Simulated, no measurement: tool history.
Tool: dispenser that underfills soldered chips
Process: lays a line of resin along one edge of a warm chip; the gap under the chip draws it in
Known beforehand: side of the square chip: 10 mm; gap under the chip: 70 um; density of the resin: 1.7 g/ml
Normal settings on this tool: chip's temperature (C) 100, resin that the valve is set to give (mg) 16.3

run    day  chip's temperature (C)  resin that the valve is set to give (mg)  time until the resin shows at the far edge (s)  resin that the valve gave (mg)
  1      0                     100                                      16.3                                            36.2                           16.11
  2  0.225                      93                                      16.3                                            54.7                           16.09
  3  0.375                     100                                      16.3                                            46.4                           15.93
     0.412  -- new syringe of resin
  4  0.604                     100                                      16.3                                            41.4                           15.85
     0.821  -- new syringe of resin
  5  0.867                     100                                      16.3                                            38.1                           15.81
  6  1.071                     100                                        17                                            42.5                           16.46
     1.233  -- new syringe of resin
  7   1.35                     100                                      14.9                                            40.6                           14.34
  8  1.479                     104                                      18.3                                            36.3                           17.56
     1.546  -- dispensing valve cleaned and set on the balance
     1.675  -- new syringe of resin
  9  1.675                     104                                      18.3                                            31.5                           18.18
 10  1.912                     113                                      17.4                                            27.3                            17.3

3 options for the next run, each taken on its own from the tool as it stands now. Forecast them:
  A  2.038                     113                                      17.4                                               ?                               ?
  B  2.038                     103                                      16.8                                               ?                               ?
  C  2.038                     102                                        19                                               ?                               ?

run  time until the resin shows at the far edge (s)  resin that the valve gave (mg)
  A                                            29.6                           17.18
  B                                            41.9                           16.62
  C                                            43.2                           18.85
The same runs, with their run-to-run variation unchanged, on a tool lacking any hidden condition would have given:
run  time until the resin shows at the far edge (s)  resin that the valve gave (mg)
  A                                              23                           17.32
  B                                            32.7                           16.76
  C                                            33.7                           19.01

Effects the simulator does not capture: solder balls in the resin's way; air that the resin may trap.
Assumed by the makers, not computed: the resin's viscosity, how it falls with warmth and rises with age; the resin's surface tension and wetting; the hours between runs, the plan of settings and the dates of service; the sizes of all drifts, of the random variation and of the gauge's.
